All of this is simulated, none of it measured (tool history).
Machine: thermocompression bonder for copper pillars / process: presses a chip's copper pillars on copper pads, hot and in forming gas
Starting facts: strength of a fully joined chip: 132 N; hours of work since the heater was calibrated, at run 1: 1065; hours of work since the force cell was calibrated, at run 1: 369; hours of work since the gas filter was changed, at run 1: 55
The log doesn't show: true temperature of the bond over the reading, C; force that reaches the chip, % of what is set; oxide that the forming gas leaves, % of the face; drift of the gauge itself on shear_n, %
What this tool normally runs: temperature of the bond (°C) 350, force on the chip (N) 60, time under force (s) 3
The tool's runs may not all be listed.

run	hour	temperature of the bond (°C)	force on the chip (N)	time under force (s)	hours of work since the heater was calibrated	hours of work since the force cell was calibrated	hours of work since the gas filter was changed	force that shears a chip off (N)
1	0.0	350	60	3	1065	369	55	50.8
2	26.3	350	60	3	1076	380	66	50.3
3	48.2	350	60	3	1085	389	75	51.4
4	61.1	350	88	3	1091	394	80	67.3
5	73.3	350	60	3	1096	399	85	51.0
6	97.6	350	60	3	1106	409	95	50.4
7	111.6	350	60	3	1112	415	101	50.8
8	126.1	350	60	3	1118	421	107	51.0
9	149.4	350	69	3	1127	431	117	56.2
10	166.8	350	60	4	1135	438	124	56.9
11	187.1	350	60	4	1143	447	132	55.9
12	206.2	350	60	4	1151	455	140	56.4
13	230.3	342	60	3	1161	464	150	46.6
14	248.9	350	60	3	1169	472	158	50.6
15	270.4	350	60	3	1178	481	167	50.8
# hour 275.4: forming gas filter changed
16	287.6	350	60	3	1185	488	5	51.0
17	316.7	350	60	3	1197	500	17	50.9
18	342.3	350	39	3	1207	511	28	36.1
19	363.7	350	39	3	1216	520	37	35.7
20	384.5	350	60	3	1225	528	45	51.0
21	411.2	371	60	5	1236	539	56	73.7
22	432.0	351	44	5	1244	548	65	49.1
23	458.3	351	44	5	1255	559	76	49.1
24	485.1	351	68	8	1266	570	87	78.9
25	510.3	327	36	7	1277	580	97	37.4
26	527.6	327	36	7	1284	588	105	36.8
27	541.4	343	60	2	1290	593	110	40.5
28	556.6	343	54	4	1296	600	117	48.3
29	580.4	334	57	3	1306	609	126	40.6
30	592.6	334	57	3	1311	614	131	41.1
31	611.9	334	57	3	1319	622	139	41.2
32	632.4	334	57	3	1327	631	148	41.0
33	658.2	334	57	3	1338	642	159	41.2
34	670.0	371	54	3	1343	647	164	57.1
# hour 681.8: forming gas filter changed
35	690.9	371	54	3	1351	655	4	56.7
36	706.2	356	60	2	1358	661	10	45.8
37	722.4	341	39	3	1364	668	17	32.1
38	743.2	341	39	3	1373	677	25	31.8
39	763.5	361	79	4	1382	685	34	75.3
40	777.5	361	79	4	1387	691	40	75.5

Describe how what the log doesn't record of the tool's condition differs between the last listed run preceding each entry between runs and the first listed run following it.
From run 15 to run 16: forming gas filter changed (hour 275.4)
  oxide that the forming gas leaves, % of the face: 0.71 -> 0.51
From run 34 to run 35: forming gas filter changed (hour 681.8)
  oxide that the forming gas leaves, % of the face: 0.71 -> 0.5

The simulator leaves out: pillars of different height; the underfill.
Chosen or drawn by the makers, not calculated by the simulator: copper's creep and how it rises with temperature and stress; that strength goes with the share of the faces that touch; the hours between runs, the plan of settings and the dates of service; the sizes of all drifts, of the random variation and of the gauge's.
